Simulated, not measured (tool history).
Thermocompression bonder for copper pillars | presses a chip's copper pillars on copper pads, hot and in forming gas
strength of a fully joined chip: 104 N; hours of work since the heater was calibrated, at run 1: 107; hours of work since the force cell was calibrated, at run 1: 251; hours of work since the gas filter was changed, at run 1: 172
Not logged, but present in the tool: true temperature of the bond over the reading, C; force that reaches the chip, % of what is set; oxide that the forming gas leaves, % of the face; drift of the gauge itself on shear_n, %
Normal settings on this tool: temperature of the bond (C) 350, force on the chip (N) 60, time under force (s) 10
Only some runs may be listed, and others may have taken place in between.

| run | hour | temperature of the bond (C) | force on the chip (N) | time under force (s) | hours of work since the heater was calibrated | hours of work since the force cell was calibrated | hours of work since the gas filter was changed | force that shears a chip off (N) |
|---|---|---|---|---|---|---|---|---|
| 1 | 0.0 | 350 | 60 | 10 | 107 | 251 | 172 | 38.6 |
| 2 | 18.8 | 350 | 60 | 10 | 120 | 264 | 185 | 38.1 |
| 3 | 31.6 | 356 | 60 | 10 | 129 | 273 | 194 | 41.5 |
| 4 | 44.3 | 356 | 60 | 10 | 137 | 282 | 203 | 40.9 |
| 5 | 64.6 | 356 | 60 | 10 | 152 | 296 | 217 | 40.8 |
| 6 | 79.6 | 356 | 60 | 15 | 162 | 306 | 227 | 47.3 |
| 7 | 96.8 | 356 | 60 | 15 | 174 | 318 | 239 | 46.1 |
| 8 | 115.9 | 356 | 60 | 15 | 187 | 332 | 252 | 46.8 |
| 9 | 129.9 | 356 | 60 | 15 | 197 | 341 | 262 | 47.1 |
| 10 | 149.9 | 356 | 60 | 15 | 211 | 355 | 276 | 46.3 |
| 11 | 162.3 | 350 | 60 | 10 | 220 | 364 | 285 | 37.6 |
| 12 | 179.6 | 350 | 60 | 10 | 232 | 376 | 297 | 37.1 |
| 13 | 191.4 | 350 | 60 | 10 | 240 | 384 | 305 | 37.1 |
| 14 | 209.0 | 350 | 60 | 10 | 252 | 396 | 317 | 37.1 |
| 15 | 222.1 | 350 | 60 | 10 | 261 | 405 | 326 | 37.5 |
| 16 | 234.9 | 350 | 60 | 10 | 270 | 414 | 335 | 37.5 |
| 17 | 252.0 | 350 | 60 | 13 | 282 | 426 | 347 | 41.2 |
| 18 | 265.3 | 350 | 60 | 13 | 291 | 436 | 357 | 41.2 |
| 19 | 285.8 | 350 | 60 | 13 | 306 | 450 | 371 | 40.8 |
| 20 | 300.9 | 350 | 60 | 13 | 316 | 460 | 381 | 40.5 |
| 21 | 311.4 | 350 | 47 | 24 | 324 | 468 | 389 | 39.9 |
|  | 328.9 | forming gas filter changed |
| 22 | 332.6 | 334 | 60 | 14 | 338 | 482 | 3 | 38.3 |
| 23 | 344.4 | 334 | 60 | 14 | 346 | 490 | 11 | 37.9 |
| 24 | 355.6 | 379 | 66 | 10 | 354 | 498 | 19 | 60.4 |
| 25 | 367.4 | 379 | 66 | 10 | 362 | 506 | 27 | 59.5 |
| 26 | 383.5 | 338 | 60 | 7 | 373 | 518 | 38 | 30.6 |
|  | 386.9 | force cell calibrated |
| 27 | 404.8 | 350 | 41 | 5 | 387 | 12 | 52 | 19.8 |
| 28 | 414.5 | 350 | 60 | 11 | 394 | 19 | 59 | 42.3 |
| 29 | 433.5 | 350 | 52 | 26 | 407 | 32 | 72 | 49.4 |
| 30 | 444.9 | 346 | 88 | 10 | 415 | 40 | 80 | 55.8 |
| 31 | 460.1 | 350 | 79 | 8 | 426 | 51 | 90 | 48.2 |
| 32 | 478.1 | 350 | 79 | 8 | 438 | 64 | 103 | 48.6 |
| 33 | 493.7 | 367 | 88 | 15 | 449 | 74 | 114 | 74.7 |
| 34 | 504.4 | 326 | 37 | 10 | 457 | 82 | 121 | 16.3 |
|  | 517.9 | force cell calibrated, once more |
| 35 | 520.1 | 360 | 76 | 13 | 466 | 2 | 131 | 62.4 |
| 36 | 541.1 | 360 | 76 | 13 | 481 | 16 | 146 | 61.3 |
| 37 | 561.3 | 360 | 76 | 13 | 495 | 30 | 160 | 60.8 |
| 38 | 575.0 | 355 | 37 | 10 | 505 | 40 | 169 | 25.1 |
| 39 | 594.1 | 350 | 65 | 10 | 518 | 53 | 183 | 43.9 |

3 options for the next run, each taken on its own from the tool as it stands now. Forecast them:
| A | 604.2 | 336 | 42 | 12 | 525 | 60 | 190 | ? |
| B | 604.2 | 326 | 65 | 10 | 525 | 60 | 190 | ? |
| C | 604.2 | 369 | 45 | 9 | 525 | 60 | 190 | ? |

| run | force that shears a chip off (N) |
|---|---|
| A | 24.6 |
| B | 33.2 |
| C | 35.0 |
With no hidden state in the tool, these same runs would have given:
| run | force that shears a chip off (N) |
|---|---|
| A | 23.7 |
| B | 32.0 |
| C | 34.2 |
